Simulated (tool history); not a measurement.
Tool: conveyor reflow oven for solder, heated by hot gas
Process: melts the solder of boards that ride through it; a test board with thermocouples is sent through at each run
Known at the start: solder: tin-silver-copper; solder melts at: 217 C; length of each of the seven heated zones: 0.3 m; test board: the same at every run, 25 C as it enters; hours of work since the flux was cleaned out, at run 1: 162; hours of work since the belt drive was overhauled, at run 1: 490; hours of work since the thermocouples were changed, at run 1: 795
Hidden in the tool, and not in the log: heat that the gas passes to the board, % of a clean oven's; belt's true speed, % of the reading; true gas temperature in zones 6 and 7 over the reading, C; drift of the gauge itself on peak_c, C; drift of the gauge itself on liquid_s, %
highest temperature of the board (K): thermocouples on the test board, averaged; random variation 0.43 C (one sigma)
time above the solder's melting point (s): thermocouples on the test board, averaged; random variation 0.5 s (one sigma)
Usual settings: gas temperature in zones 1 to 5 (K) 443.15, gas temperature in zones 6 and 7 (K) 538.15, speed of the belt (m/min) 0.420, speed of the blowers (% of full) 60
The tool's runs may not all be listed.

run,hour,gas temperature in zones 1 to 5 (K),gas temperature in zones 6 and 7 (K),speed of the belt (m/min),speed of the blowers (% of full),hours of work since the flux was cleaned out,hours of work since the belt drive was overhauled,hours of work since the thermocouples were changed,highest temperature of the board (K),time above the solder's melting point (s)
1,0.0,443.15,538.15,0.420,60,162,490,795,519.65,58.0
2,17.0,443.15,538.15,0.420,60,173,500,805,520.65,57.7
3,34.3,443.15,538.15,0.420,60,184,511,816,520.65,58.3
4,56.2,443.15,538.15,0.420,60,197,525,830,520.55,57.9
5,71.2,443.15,538.15,0.420,60,207,534,840,520.45,57.3
6,84.6,443.15,538.15,0.420,60,215,543,848,520.65,57.8
7,103.0,443.15,538.15,0.420,60,227,554,860,520.15,57.5
8,121.1,443.15,534.15,0.414,60,238,566,871,517.75,56.3
9,138.0,443.15,534.15,0.414,60,249,576,882,516.85,55.9
# hour 146.4: thermocouples of zones 6 and 7 changed
10,153.8,443.15,534.15,0.414,60,258,585,5,517.25,55.5
11,168.2,448.15,530.15,0.444,73,267,594,14,516.45,53.6
12,189.5,431.15,538.15,0.349,53,280,608,27,522.45,68.2
13,201.8,443.15,538.15,0.406,74,288,615,35,525.25,66.5

5 ways to go on from here, each from the tool as it stands after run 13. What would each give?
# hour 217.0: flux residue cleaned out of gas plates and filters
A,228.3,443.15,538.15,0.420,54,7,629,48,?,?
# hour 217.0: flux residue cleaned out of gas plates and filters
B,228.3,430.15,538.15,0.406,51,7,629,48,?,?
# hour 217.0: flux residue cleaned out of gas plates and filters
C,228.3,441.15,538.15,0.387,60,7,629,48,?,?
# hour 217.0: flux residue cleaned out of gas plates and filters
D,228.3,443.15,538.15,0.428,60,7,629,48,?,?
# hour 217.0: flux residue cleaned out of gas plates and filters
E,228.3,435.15,532.15,0.406,74,7,629,48,?,?

run,highest temperature of the board (K),time above the solder's melting point (s)
A,519.05,54.1
B,515.35,48.2
C,523.45,64.5
D,519.85,55.9
E,519.55,56.7
Without the tool's hidden state the same runs would have given:
run,highest temperature of the board (K),time above the solder's melting point (s)
A,519.05,54.1
B,515.35,48.2
C,523.45,64.4
D,519.85,55.9
E,519.55,56.7
